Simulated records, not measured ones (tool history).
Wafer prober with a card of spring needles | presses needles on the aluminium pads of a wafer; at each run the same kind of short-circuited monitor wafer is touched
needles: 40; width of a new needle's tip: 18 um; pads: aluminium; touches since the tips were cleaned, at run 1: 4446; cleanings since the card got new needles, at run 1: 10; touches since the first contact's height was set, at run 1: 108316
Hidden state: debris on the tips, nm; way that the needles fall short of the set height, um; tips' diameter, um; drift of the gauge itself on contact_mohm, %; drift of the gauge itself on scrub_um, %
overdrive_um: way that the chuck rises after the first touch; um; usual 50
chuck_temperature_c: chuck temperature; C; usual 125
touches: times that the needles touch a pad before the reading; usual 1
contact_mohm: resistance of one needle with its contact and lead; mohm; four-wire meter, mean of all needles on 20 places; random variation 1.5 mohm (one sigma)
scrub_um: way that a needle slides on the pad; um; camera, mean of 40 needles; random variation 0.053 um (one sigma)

run   hour  overdrive_um  chuck_temperature_c  touches  touches since the tips were cleaned  cleanings since the card got new needles  touches since the first contact's height was set  contact_mohm  scrub_um
  1    0.0            50                  125        1                                 4446                                        10                                            108316           148     13.55
  2    6.8            50                  125        1                                 8119                                        10                                            111989           147     13.57
       8.1  -- tips cleaned on abrasive film
  3   13.1            50                  125        1                                 2743                                        11                                            115373           147     13.62
  4   23.5            50                  125        1                                 8345                                        11                                            120975           146     13.56
      24.7  -- tips cleaned on abrasive film
  5   30.9            50                   61        1                                 3323                                        12                                            124926           136     13.46
  6   35.9            50                  125        1                                 6067                                        12                                            127670           147     13.57
      41.6  -- tips cleaned on abrasive film
  7   45.9            50                  125        2                                 2309                                        13                                            133002           147     13.62
  8   56.3            50                  125        2                                 7943                                        13                                            138636           146     13.58
      58.4  -- tips cleaned on abrasive film
  9   61.6            50                  125        2                                 1708                                        14                                            141457           147     13.61
 10   67.0            50                  125        2                                 4650                                        14                                            144399           147     13.53
      75.3  -- tips cleaned on abrasive film
 11   77.0            50                  125        3                                  917                                        15                                            149776           148     13.59
 12   85.5            50                  125        1                                 5497                                        15                                            154356           147     13.45
      92.1  -- tips cleaned on abrasive film
 13   95.7            50                  125        1                                 1971                                        16                                            159856           148     13.57
 14  103.0            50                  125        1                                 5924                                        16                                            163809           148     13.43
 15  108.2            50                  125        1                                 8734                                        16                                            166619           147     13.55
     109.0  -- tips cleaned on abrasive film
 16  114.5            50                  125        1                                 2950                                        17                                            169971           147     13.59
 17  121.9            50                  125        1                                 6944                                        17                                            173965           150     13.53
     125.5  -- tips cleaned on abrasive film
 18  131.2            50                  125        1                                 3072                                        18                                            178967           147     13.61
 19  136.8            50                  125        1                                 6129                                        18                                            182024           148     13.59
     142.4  -- tips cleaned on abrasive film
 20  146.5            50                  125        1                                 2258                                        19                                            187223           146     13.65
 21  153.6            50                   85        2                                 6109                                        19                                            191074           138     13.51
     159.4  -- tips cleaned on abrasive film
 22  162.0            31                   42        1                                 1426                                        20                                            195564           154      8.31
 23  169.3            31                   42        1                                 5394                                        20                                            199532           152      8.38
     176.1  -- tips cleaned on abrasive film
 24  179.6            31                   42        1                                 1896                                        21                                            205045           151      8.42
 25  184.9            31                   42        1                                 4754                                        21                                            207903           153      8.45
 26  189.5            52                  109        1                                 7277                                        21                                            210426           141     14.14
     192.4  -- tips cleaned on abrasive film
 27  200.2            52                  109        1                                 4219                                        22                                            216135           141     14.13
 28  205.0            55                  125        2                                 6810                                        22                                            218726           143     14.88
     209.5  -- tips cleaned on abrasive film
 29  214.6            55                   70        3                                 2786                                        23                                            223910           134     14.97
 30  220.3            67                   70        3                                 5847                                        23                                            226971           128     18.16
     226.0  -- tips cleaned on abrasive film
 31  227.6            46                   50        1                                  871                                        24                                            230871           135     12.48
     232.5  -- height of the first contact set anew
 32  234.0            61                   37        1                                 4171                                        24                                               780           123     16.61

How the hidden state differs across the entries between the runs, from the last listed run before each to the first after it:
Between runs 2 and 3: tips cleaned on abrasive film (hour 8.1)
  debris on the tips, nm: 0.2 -> 0.1
Between runs 4 and 5: tips cleaned on abrasive film (hour 24.7)
  no hidden state differs between the two runs
Between runs 6 and 7: tips cleaned on abrasive film (hour 41.6)
  debris on the tips, nm: 0.2 -> 0.1
Between runs 8 and 9: tips cleaned on abrasive film (hour 58.4)
  debris on the tips, nm: 0.2 -> 0.1
Between runs 10 and 11: tips cleaned on abrasive film (hour 75.3)
  debris on the tips, nm: 0.2 -> 0.1
Between runs 12 and 13: tips cleaned on abrasive film (hour 92.1)
  debris on the tips, nm: 0.2 -> 0.1
Between runs 15 and 16: tips cleaned on abrasive film (hour 109.0)
  debris on the tips, nm: 0.2 -> 0.1
Between runs 17 and 18: tips cleaned on abrasive film (hour 125.5)
  debris on the tips, nm: 0.2 -> 0.1
Between runs 19 and 20: tips cleaned on abrasive film (hour 142.4)
  debris on the tips, nm: 0.2 -> 0.1; way that the needles fall short of the set height, um: 0 -> 0.01
Between runs 21 and 22: tips cleaned on abrasive film (hour 159.4)
  debris on the tips, nm: 0.2 -> 0.1
Between runs 23 and 24: tips cleaned on abrasive film (hour 176.1)
  debris on the tips, nm: 0.2 -> 0.1
Between runs 26 and 27: tips cleaned on abrasive film (hour 192.4)
  no hidden state differs between the two runs
Between runs 28 and 29: tips cleaned on abrasive film (hour 209.5)
  debris on the tips, nm: 0.2 -> 0.1
Between runs 30 and 31: tips cleaned on abrasive film (hour 226.0)
  debris on the tips, nm: 0.2 -> 0.1
Between runs 31 and 32: height of the first contact set anew (hour 232.5)
  debris on the tips, nm: 0.1 -> 0.2; way that the needles fall short of the set height, um: 0.01 -> 0

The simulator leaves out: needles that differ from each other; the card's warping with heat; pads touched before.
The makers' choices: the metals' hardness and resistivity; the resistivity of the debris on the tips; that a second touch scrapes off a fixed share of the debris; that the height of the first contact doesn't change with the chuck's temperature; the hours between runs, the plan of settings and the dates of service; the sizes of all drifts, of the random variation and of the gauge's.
